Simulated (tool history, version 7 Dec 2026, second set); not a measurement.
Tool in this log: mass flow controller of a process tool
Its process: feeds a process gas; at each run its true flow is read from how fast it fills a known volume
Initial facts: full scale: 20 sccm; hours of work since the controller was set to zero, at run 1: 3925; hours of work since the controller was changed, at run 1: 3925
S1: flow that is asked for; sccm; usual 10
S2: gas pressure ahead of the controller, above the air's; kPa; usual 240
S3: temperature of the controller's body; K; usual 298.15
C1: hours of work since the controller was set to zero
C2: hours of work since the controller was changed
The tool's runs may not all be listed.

run 1 hour=0 | S1=10 S2=240 S3=298.15 | C1=3925 C2=3925 | true_flow_(%)=97.49
run 2 hour=438.2 | S1=10 S2=240 S3=298.15 | C1=4057 C2=4057 | true_flow_(%)=97.42
run 3 hour=694.4 | S1=2 S2=240 S3=298.15 | C1=4134 C2=4134 | true_flow_(%)=95.05
run 4 hour=1258.7 | S1=10 S2=240 S3=310.15 | C1=4305 C2=4305 | true_flow_(%)=96.86
run 5 hour=1574.9 | S1=10 S2=240 S3=310.15 | C1=4401 C2=4401 | true_flow_(%)=96.89
run 6 hour=1873.8 | S1=10 S2=243 S3=298.15 | C1=4491 C2=4491 | true_flow_(%)=97.19
-- hour=1911.7 controller's zero set anew
run 7 hour=2233.3 | S1=10 S2=243 S3=298.15 | C1=97 C2=4599 | true_flow_(%)=96.89
run 8 hour=2485.1 | S1=8 S2=183 S3=297.15 | C1=173 C2=4676 | true_flow_(%)=96.76
run 9 hour=2920.5 | S1=2 S2=261 S3=301.15 | C1=305 C2=4807 | true_flow_(%)=93.38

What will run 10 give?
run 10 hour=3234.6 | S1=8 S2=187 S3=308.15 | C1=400 C2=4902 | true_flow_(%)=?

{"run 10": {"true flow (%)": 96.35}}
With the hidden condition absent and the run-to-run variation left alone, this run would have shown true flow (%) 98.48.

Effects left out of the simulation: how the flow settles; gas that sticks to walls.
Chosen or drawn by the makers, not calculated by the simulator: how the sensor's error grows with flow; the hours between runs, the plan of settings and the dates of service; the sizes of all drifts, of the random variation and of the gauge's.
